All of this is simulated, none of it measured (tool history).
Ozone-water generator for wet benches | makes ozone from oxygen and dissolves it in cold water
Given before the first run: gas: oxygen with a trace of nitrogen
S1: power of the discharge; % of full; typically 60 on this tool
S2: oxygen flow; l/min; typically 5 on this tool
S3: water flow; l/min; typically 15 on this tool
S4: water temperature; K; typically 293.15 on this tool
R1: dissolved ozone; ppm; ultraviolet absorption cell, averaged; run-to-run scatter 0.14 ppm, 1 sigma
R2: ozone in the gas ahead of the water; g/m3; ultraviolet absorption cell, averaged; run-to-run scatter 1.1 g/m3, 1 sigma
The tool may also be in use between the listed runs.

run,day,S1,S2,S3,S4,R1,R2
1,0,60,5,15,293.15,17.5,188
2,2.442,60,5,12,293.15,20.7,185.2
3,5.012,60,5,15,296.15,16.6,184.4
4,7.312,60,5,15,296.15,16.7,186.9
5,9.862,60,4.57,15,293.15,17.5,195.8
6,11.858,60,4.57,15,293.15,17.2,196.7
7,14.617,60,4.57,15,293.15,17.4,194.7
8,16.85,60,4.57,15,293.15,17.4,193.2
9,20.092,60,4.57,15,293.15,17.6,193
10,23.612,52,5,15,293.15,15.3,163.3
11,26.633,52,5,15,293.15,15.2,162.3
12,30.1,52,3.46,15,293.15,15.5,197.2
13,32.112,52,3.46,15,293.15,15.4,197
14,35.879,60,5.95,15,293.15,17,167.7
15,38.012,60,5.95,15,293.15,16.9,166.1
16,42.058,51,5,15,293.15,14.9,156.7
17,46.117,51,5,15,293.15,15,158.3
18,48.404,90,5,15,289.15,26.8,265.1
19,50.371,94,8.07,13,296.15,25.6,211.3
20,52.446,58,2.56,15,293.15,16.8,256.3
21,55.796,58,2.56,15,293.15,16.6,257
22,59.392,58,2.56,15,293.15,16.7,256
23,61.575,64,2.7,15,293.15,18.3,272.2
24,65.388,60,5,20,291.15,14.3,182.3
25,67.742,97,8.49,20,288.15,22.3,213.7
26,70.221,46,8.49,14,288.15,14.7,106.6

Run 27 has not been measured yet. What should we expect?
27,73.579,46,8.49,14,288.15,?,?

Run 27 yielded R1 14.9 ppm, R2 106.7 g/m3.
Without the tool's hidden state the same run would have given R1 14.9 ppm, R2 108.8 g/m3.

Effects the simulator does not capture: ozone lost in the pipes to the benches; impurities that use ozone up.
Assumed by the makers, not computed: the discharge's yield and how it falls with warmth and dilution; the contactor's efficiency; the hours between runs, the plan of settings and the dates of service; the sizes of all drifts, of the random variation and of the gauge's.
